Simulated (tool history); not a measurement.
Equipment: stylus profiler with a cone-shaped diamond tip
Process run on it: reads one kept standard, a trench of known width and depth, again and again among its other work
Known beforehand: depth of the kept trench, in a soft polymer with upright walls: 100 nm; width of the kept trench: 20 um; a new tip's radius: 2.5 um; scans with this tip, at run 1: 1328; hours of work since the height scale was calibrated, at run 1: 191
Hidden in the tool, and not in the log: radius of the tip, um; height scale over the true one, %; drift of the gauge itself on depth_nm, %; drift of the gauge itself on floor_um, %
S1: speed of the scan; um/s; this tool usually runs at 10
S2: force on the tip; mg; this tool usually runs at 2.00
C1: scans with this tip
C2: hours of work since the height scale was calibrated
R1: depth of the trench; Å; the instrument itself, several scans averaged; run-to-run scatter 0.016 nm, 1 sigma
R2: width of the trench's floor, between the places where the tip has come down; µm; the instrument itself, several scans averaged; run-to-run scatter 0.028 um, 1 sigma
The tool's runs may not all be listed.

run	day	S1	S2	C1	C2	R1	R2
1	0.000	10	2.00	1328	191	1006.7	18.53
2	0.788	10	2.00	1406	202	1006.7	18.49
3	1.733	10	2.00	1500	216	1006.7	18.52
4	2.579	7	2.00	1584	228	1006.7	18.55
5	3.346	7	2.00	1661	239	1006.5	18.54
6	3.850	3	2.00	1711	246	1006.5	18.60
7	4.725	3	2.00	1798	258	1006.5	18.53
8	5.558	10	4.48	1881	270	1011.3	18.57
9	6.296	10	2.00	1954	281	1006.9	18.51
10	7.071	3	2.00	2031	292	1006.6	18.57
11	7.671	3	1.19	2091	301	1004.9	18.56
12	8.175	3	1.71	2141	308	1006.1	18.48
13	8.817	3	1.71	2205	317	1006.1	18.47
14	9.817	5	4.38	2304	331	1011.2	18.55
15	10.825	5	4.38	2404	346	1011.1	18.53

Forecast run 16:
16	11.621	5	4.38	2484	357	?	?

For run 16 the tool returned R1 1011.0 Å, R2 18.56 µm.
Take away the tool's hidden state, keep the run-to-run variation as it was, and the same run would have given R1 1010.7 Å, R2 18.60 µm.

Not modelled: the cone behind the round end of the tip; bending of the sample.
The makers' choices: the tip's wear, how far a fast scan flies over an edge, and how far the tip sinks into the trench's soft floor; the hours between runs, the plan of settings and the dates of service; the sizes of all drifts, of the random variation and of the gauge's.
